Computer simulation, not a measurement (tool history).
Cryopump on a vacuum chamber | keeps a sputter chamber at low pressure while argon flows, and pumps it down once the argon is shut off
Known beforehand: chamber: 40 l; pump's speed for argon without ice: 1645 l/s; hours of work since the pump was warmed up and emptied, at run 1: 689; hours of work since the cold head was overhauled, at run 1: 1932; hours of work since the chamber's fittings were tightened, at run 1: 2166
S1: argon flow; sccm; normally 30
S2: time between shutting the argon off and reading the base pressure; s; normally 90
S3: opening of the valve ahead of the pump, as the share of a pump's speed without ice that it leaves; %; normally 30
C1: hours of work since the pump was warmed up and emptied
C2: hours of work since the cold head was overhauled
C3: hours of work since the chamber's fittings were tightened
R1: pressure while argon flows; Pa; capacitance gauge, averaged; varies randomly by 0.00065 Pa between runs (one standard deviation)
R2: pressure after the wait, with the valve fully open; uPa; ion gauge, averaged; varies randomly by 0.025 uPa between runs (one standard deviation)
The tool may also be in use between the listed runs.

run      day  S1   S2  S3    C1    C2    C3      R1    R2
  1    0.000  30   90  30   689  1932  2166  0.1088  2.80
  2    2.721  21   90  30   730  1974  2207  0.0770  2.92
  3    6.288  21   90  30   784  2028  2262  0.0783  2.90
  4   10.138  45   90  30   843  2087  2320  0.1670  3.12
  5   12.067  45   90  30   872  2116  2350  0.1676  3.03
  6   14.500  45   61  30   909  2153  2387  0.1664  3.47
  7   17.754  30   90  30   959  2203  2436  0.1134  3.10
  8   20.471  30   42  30  1000  2244  2477  0.1134  4.26
  9   24.333  30   42  30  1059  2303  2536  0.1137  4.28
 10   27.117  30  110  30  1101  2345  2579  0.1140  3.26
 11   31.171  24   90  30  1163  2407  2640  0.0922  3.51
      33.867  -- pump warmed up, emptied and cooled again
 12   34.992  24   90  30    17  2462  2695  0.0836  2.82
 13   37.333  24  185  30    53  2497  2731  0.0826  2.43
 14   40.512  24  185  30   101  2546  2779  0.0836  2.51
      42.450  -- leaking fittings of the chamber tightened, without venting
 15   44.329  30   50  30   158  2603    29  0.1043  1.74
 16   46.792  30   50  30   195  2640    66  0.1040  1.77
 17   49.133  30   50  30   231  2676   102  0.1051  1.80
 18   53.104  52   77  50   292  2736   162  0.1111  1.31
 19   57.075  52   77  50   352  2797   223  0.1130  1.31
 20   61.092  52   27  18   413  2858   284  0.3052  3.26
 21   64.325  37   24  27   462  2907   333  0.1472  3.61
 22   67.517  37   69  24   511  2956   382  0.1655  1.62
 23   70.029  43   37  18   549  2994   420  0.2529  2.57
 24   72.821  43   37  18   592  3036   462  0.2536  2.61
 25   76.917  25   33  19   654  3099   525  0.1400  2.88
 26   79.333  17   90  30   691  3136   561  0.0627  1.55
 27   83.029  44  166  30   747  3192   618  0.1610  1.18
 28   86.083  44  166  30   794  3238   664  0.1630  1.24
 29   89.300  35  153  30   843  3287   713  0.1303  1.34
 30   92.658  35   48  26   894  3338   764  0.1479  2.45
 31   95.808  14   32  26   942  3386   812  0.0603  3.27
 32   98.358  30   90  20   980  3425   851  0.1630  1.92
 33  101.596  30   90  20  1030  3474   900  0.1664  1.93

Same runs, no hidden state in the tool, same run-to-run variation:
Hidden state at play: pump's speed, % of a pump's without ice; cold plate's temperature, K; leak into the chamber, uPa l/s; drift of the gauge itself on working_pa, %; drift of the gauge itself on base_upa, %.
run      R1    R2
  1  0.1021  1.02
  2  0.0720  1.06
  3  0.0729  0.97
  4  0.1544  1.06
  5  0.1544  1.01
  6  0.1527  1.38
  7  0.1035  0.96
  8  0.1030  1.99
  9  0.1025  1.96
 10  0.1023  0.86
 11  0.0821  0.99
 12  0.0830  1.01
 13  0.0818  0.55
 14  0.0825  0.59
 15  0.1024  1.69
 16  0.1018  1.69
 17  0.1026  1.70
 18  0.1059  1.15
 19  0.1068  1.10
 20  0.2980  3.00
 21  0.1416  3.31
 22  0.1593  1.28
 23  0.2452  2.20
 24  0.2453  2.19
 25  0.1346  2.40
 26  0.0588  1.03
 27  0.1502  0.62
 28  0.1514  0.61
 29  0.1204  0.65
 30  0.1373  1.73
 31  0.0558  2.49
 32  0.1528  1.05
 33  0.1554  1.03

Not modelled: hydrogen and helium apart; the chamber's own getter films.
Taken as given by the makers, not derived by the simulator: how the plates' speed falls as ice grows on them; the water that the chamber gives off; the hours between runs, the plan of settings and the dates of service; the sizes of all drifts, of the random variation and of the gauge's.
